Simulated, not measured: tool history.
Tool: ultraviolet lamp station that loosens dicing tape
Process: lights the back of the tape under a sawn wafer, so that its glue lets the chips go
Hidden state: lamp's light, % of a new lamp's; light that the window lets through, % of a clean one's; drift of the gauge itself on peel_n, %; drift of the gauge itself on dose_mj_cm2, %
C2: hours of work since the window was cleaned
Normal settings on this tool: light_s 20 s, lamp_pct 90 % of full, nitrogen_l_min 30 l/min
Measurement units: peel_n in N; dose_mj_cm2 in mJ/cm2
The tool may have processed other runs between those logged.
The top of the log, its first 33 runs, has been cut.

run 34 hour=250.7 | light_s=23 lamp_pct=67 nitrogen_l_min=30 | hours_of_work_of_the_lamp=344 C2=445 | peel_n=0.369 dose_mj_cm2=240
run 35 hour=261.1 | light_s=23 lamp_pct=67 nitrogen_l_min=30 | hours_of_work_of_the_lamp=351 C2=451 | peel_n=0.375 dose_mj_cm2=244
run 36 hour=267.2 | light_s=23 lamp_pct=67 nitrogen_l_min=30 | hours_of_work_of_the_lamp=354 C2=454 | peel_n=0.404 dose_mj_cm2=240
run 37 hour=274.6 | light_s=14 lamp_pct=87 nitrogen_l_min=58 | hours_of_work_of_the_lamp=358 C2=459 | peel_n=0.419 dose_mj_cm2=192
run 38 hour=283.4 | light_s=14 lamp_pct=87 nitrogen_l_min=58 | hours_of_work_of_the_lamp=364 C2=464 | peel_n=0.414 dose_mj_cm2=190
run 39 hour=288.4 | light_s=20 lamp_pct=92 nitrogen_l_min=30 | hours_of_work_of_the_lamp=367 C2=467 | peel_n=0.314 dose_mj_cm2=288
run 40 hour=293.5 | light_s=20 lamp_pct=92 nitrogen_l_min=30 | hours_of_work_of_the_lamp=370 C2=470 | peel_n=0.302 dose_mj_cm2=290
run 41 hour=300.8 | light_s=30 lamp_pct=65 nitrogen_l_min=33 | hours_of_work_of_the_lamp=374 C2=474 | peel_n=0.263 dose_mj_cm2=306
run 42 hour=305.6 | light_s=18 lamp_pct=65 nitrogen_l_min=11 | hours_of_work_of_the_lamp=377 C2=477 | peel_n=0.924 dose_mj_cm2=184
run 43 hour=313.3 | light_s=10 lamp_pct=91 nitrogen_l_min=11 | hours_of_work_of_the_lamp=381 C2=482 | peel_n=1.220 dose_mj_cm2=143

Here are 4 independent what-if runs from the current tool condition. What would each one return?
run A hour=321.1 | light_s=10 lamp_pct=96 nitrogen_l_min=55 | hours_of_work_of_the_lamp=386 C2=486 | peel_n=? dose_mj_cm2=?
run B hour=321.1 | light_s=10 lamp_pct=91 nitrogen_l_min=32 | hours_of_work_of_the_lamp=386 C2=486 | peel_n=? dose_mj_cm2=?
run C hour=321.1 | light_s=10 lamp_pct=91 nitrogen_l_min=14 | hours_of_work_of_the_lamp=386 C2=486 | peel_n=? dose_mj_cm2=?
run D hour=321.1 | light_s=14 lamp_pct=91 nitrogen_l_min=11 | hours_of_work_of_the_lamp=386 C2=486 | peel_n=? dose_mj_cm2=?

run=A peel_n=0.597 dose_mj_cm2=153
run=B peel_n=0.800 dose_mj_cm2=143
run=C peel_n=1.132 dose_mj_cm2=144
run=D peel_n=0.828 dose_mj_cm2=196
Had the tool no hidden state, the same runs would have come out as:
run=A peel_n=0.596 dose_mj_cm2=153
run=B peel_n=0.799 dose_mj_cm2=143
run=C peel_n=1.130 dose_mj_cm2=144
run=D peel_n=0.827 dose_mj_cm2=196

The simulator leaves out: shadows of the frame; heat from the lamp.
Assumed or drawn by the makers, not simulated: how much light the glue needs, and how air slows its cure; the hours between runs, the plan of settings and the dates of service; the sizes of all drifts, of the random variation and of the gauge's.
